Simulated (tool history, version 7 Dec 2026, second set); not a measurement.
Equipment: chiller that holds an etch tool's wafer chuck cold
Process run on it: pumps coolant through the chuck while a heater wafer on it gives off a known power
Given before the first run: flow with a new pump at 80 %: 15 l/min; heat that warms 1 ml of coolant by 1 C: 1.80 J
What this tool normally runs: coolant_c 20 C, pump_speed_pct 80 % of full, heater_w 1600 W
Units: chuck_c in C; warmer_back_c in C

{"run": 1, "day": 0.0, "coolant_c": 20, "pump_speed_pct": 80, "heater_w": 1600, "chuck_c": 33.2, "warmer_back_c": 3.62}
{"run": 2, "day": 1.338, "coolant_c": 20, "pump_speed_pct": 80, "heater_w": 1600, "chuck_c": 33.1, "warmer_back_c": 3.62}
{"run": 3, "day": 2.85, "coolant_c": 20, "pump_speed_pct": 80, "heater_w": 1600, "chuck_c": 33.2, "warmer_back_c": 3.66}
{"run": 4, "day": 3.875, "coolant_c": 20, "pump_speed_pct": 80, "heater_w": 1600, "chuck_c": 33.1, "warmer_back_c": 3.66}
{"run": 5, "day": 5.333, "coolant_c": 20, "pump_speed_pct": 80, "heater_w": 1600, "chuck_c": 33.4, "warmer_back_c": 3.64}
{"run": 6, "day": 7.042, "coolant_c": 13, "pump_speed_pct": 84, "heater_w": 823, "chuck_c": 19.5, "warmer_back_c": 1.75}
{"run": 7, "day": 8.229, "coolant_c": 11, "pump_speed_pct": 83, "heater_w": 894, "chuck_c": 18.2, "warmer_back_c": 1.95}
{"run": 8, "day": 9.067, "coolant_c": 11, "pump_speed_pct": 83, "heater_w": 894, "chuck_c": 18.1, "warmer_back_c": 1.96}
{"run": 9, "day": 9.842, "coolant_c": 20, "pump_speed_pct": 66, "heater_w": 1256, "chuck_c": 31.7, "warmer_back_c": 3.49}
{"run": 10, "day": 10.738, "coolant_c": 10, "pump_speed_pct": 86, "heater_w": 1256, "chuck_c": 19.8, "warmer_back_c": 2.65}

Consider 4 possible next runs. They are alternatives, not a sequence: every one starts from the tool as it was left by run 10. What does each give?
{"run": "A", "day": 11.85, "coolant_c": 10, "pump_speed_pct": 86, "heater_w": 1500, "chuck_c": "?", "warmer_back_c": "?"}
{"run": "B", "day": 11.85, "coolant_c": 10, "pump_speed_pct": 86, "heater_w": 1240, "chuck_c": "?", "warmer_back_c": "?"}
{"run": "C", "day": 11.85, "coolant_c": 11, "pump_speed_pct": 86, "heater_w": 1256, "chuck_c": "?", "warmer_back_c": "?"}
{"run": "D", "day": 11.85, "coolant_c": 17, "pump_speed_pct": 75, "heater_w": 864, "chuck_c": "?", "warmer_back_c": "?"}

run=A chuck_c=21.7 warmer_back_c=3.18
run=B chuck_c=19.9 warmer_back_c=2.65
run=C chuck_c=20.7 warmer_back_c=2.70
run=D chuck_c=24.3 warmer_back_c=2.14
Stripped of hidden state, with their random variation kept, the same runs would have yielded:
run=A chuck_c=21.2 warmer_back_c=3.09
run=B chuck_c=19.5 warmer_back_c=2.58
run=C chuck_c=20.3 warmer_back_c=2.62
run=D chuck_c=24.1 warmer_back_c=2.08
